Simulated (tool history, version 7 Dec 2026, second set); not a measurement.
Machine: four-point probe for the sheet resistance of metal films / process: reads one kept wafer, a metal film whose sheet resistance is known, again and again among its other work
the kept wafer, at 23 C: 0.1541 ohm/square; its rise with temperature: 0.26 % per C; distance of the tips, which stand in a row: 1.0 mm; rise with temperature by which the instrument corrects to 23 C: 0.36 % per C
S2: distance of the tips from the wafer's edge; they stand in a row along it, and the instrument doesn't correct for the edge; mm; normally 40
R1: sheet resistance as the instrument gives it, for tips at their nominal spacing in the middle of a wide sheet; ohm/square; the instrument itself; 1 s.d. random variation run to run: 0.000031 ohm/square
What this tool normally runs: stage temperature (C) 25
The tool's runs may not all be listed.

{"run": 1, "hour": 0.0, "stage temperature (C)": 25, "S2": 40, "R1": 0.154606}
{"run": 2, "hour": 48.5, "stage temperature (C)": 34, "S2": 40, "R1": 0.153389}
{"run": 3, "hour": 96.3, "stage temperature (C)": 34, "S2": 40, "R1": 0.153391}
{"run": 4, "hour": 165.6, "stage temperature (C)": 21, "S2": 40, "R1": 0.155253}
{"run": 5, "hour": 209.7, "stage temperature (C)": 22, "S2": 40, "R1": 0.155107}
{"run": 6, "hour": 274.7, "stage temperature (C)": 25, "S2": 31, "R1": 0.154665}
{"run": 7, "hour": 315.3, "stage temperature (C)": 25, "S2": 19, "R1": 0.154874}
{"run": 8, "hour": 375.8, "stage temperature (C)": 25, "S2": 19, "R1": 0.154887}
{"run": 9, "hour": 445.4, "stage temperature (C)": 25, "S2": 19, "R1": 0.154848}
{"run": 10, "hour": 474.8, "stage temperature (C)": 25, "S2": 40, "R1": 0.154639}
{"run": 11, "hour": 513.8, "stage temperature (C)": 25, "S2": 40, "R1": 0.154645}
{"run": 12, "hour": 573.6, "stage temperature (C)": 25, "S2": 40, "R1": 0.154681}
{"run": 13, "hour": 606.1, "stage temperature (C)": 25, "S2": 40, "R1": 0.154669}
{"run": 14, "hour": 661.5, "stage temperature (C)": 25, "S2": 40, "R1": 0.154676}
{"run": 15, "hour": 697.1, "stage temperature (C)": 25, "S2": 40, "R1": 0.154721}
{"run": 16, "hour": 735.3, "stage temperature (C)": 25, "S2": 40, "R1": 0.154685}
{"hour": 740.5, "done": "stage's thermometer calibrated"}
{"run": 17, "hour": 804.2, "stage temperature (C)": 25, "S2": 40, "R1": 0.154662}
{"run": 18, "hour": 847.7, "stage temperature (C)": 29, "S2": 15, "R1": 0.154446}
{"hour": 856.7, "done": "stage's thermometer calibrated, once more"}
{"run": 19, "hour": 907.4, "stage temperature (C)": 28, "S2": 41, "R1": 0.154299}
{"run": 20, "hour": 936.9, "stage temperature (C)": 19, "S2": 27, "R1": 0.155739}
{"run": 21, "hour": 999.7, "stage temperature (C)": 19, "S2": 27, "R1": 0.155687}
{"run": 22, "hour": 1043.9, "stage temperature (C)": 24, "S2": 14, "R1": 0.155313}
{"run": 23, "hour": 1109.8, "stage temperature (C)": 21, "S2": 13, "R1": 0.155816}
{"run": 24, "hour": 1167.3, "stage temperature (C)": 21, "S2": 13, "R1": 0.155758}
{"run": 25, "hour": 1219.2, "stage temperature (C)": 21, "S2": 13, "R1": 0.155845}
{"run": 26, "hour": 1251.3, "stage temperature (C)": 32, "S2": 5, "R1": 0.156912}
{"run": 27, "hour": 1312.2, "stage temperature (C)": 29, "S2": 46, "R1": 0.154175}
{"run": 28, "hour": 1345.2, "stage temperature (C)": 29, "S2": 46, "R1": 0.154209}
{"run": 29, "hour": 1394.3, "stage temperature (C)": 31, "S2": 47, "R1": 0.153973}
{"run": 30, "hour": 1444.6, "stage temperature (C)": 31, "S2": 47, "R1": 0.153991}
{"run": 31, "hour": 1483.5, "stage temperature (C)": 22, "S2": 47, "R1": 0.155224}
{"run": 32, "hour": 1513.7, "stage temperature (C)": 27, "S2": 40, "R1": 0.154565}
{"run": 33, "hour": 1568.2, "stage temperature (C)": 29, "S2": 9, "R1": 0.155236}

Alternative continuations, all from the tool just after run 33; predict every row:
{"run": "A", "hour": 1626.5, "stage temperature (C)": 25, "S2": 10, "R1": "?"}
{"run": "B", "hour": 1626.5, "stage temperature (C)": 24, "S2": 10, "R1": "?"}
{"run": "C", "hour": 1626.5, "stage temperature (C)": 25, "S2": 5, "R1": "?"}
{"run": "D", "hour": 1626.5, "stage temperature (C)": 29, "S2": 9, "R1": "?"}

run=A R1=0.155636
run=B R1=0.155728
run=C R1=0.158029
run=D R1=0.155265
Without the tool's hidden state the same runs would have given:
run=A R1=0.154646
run=B R1=0.154738
run=C R1=0.157026
run=D R1=0.154277

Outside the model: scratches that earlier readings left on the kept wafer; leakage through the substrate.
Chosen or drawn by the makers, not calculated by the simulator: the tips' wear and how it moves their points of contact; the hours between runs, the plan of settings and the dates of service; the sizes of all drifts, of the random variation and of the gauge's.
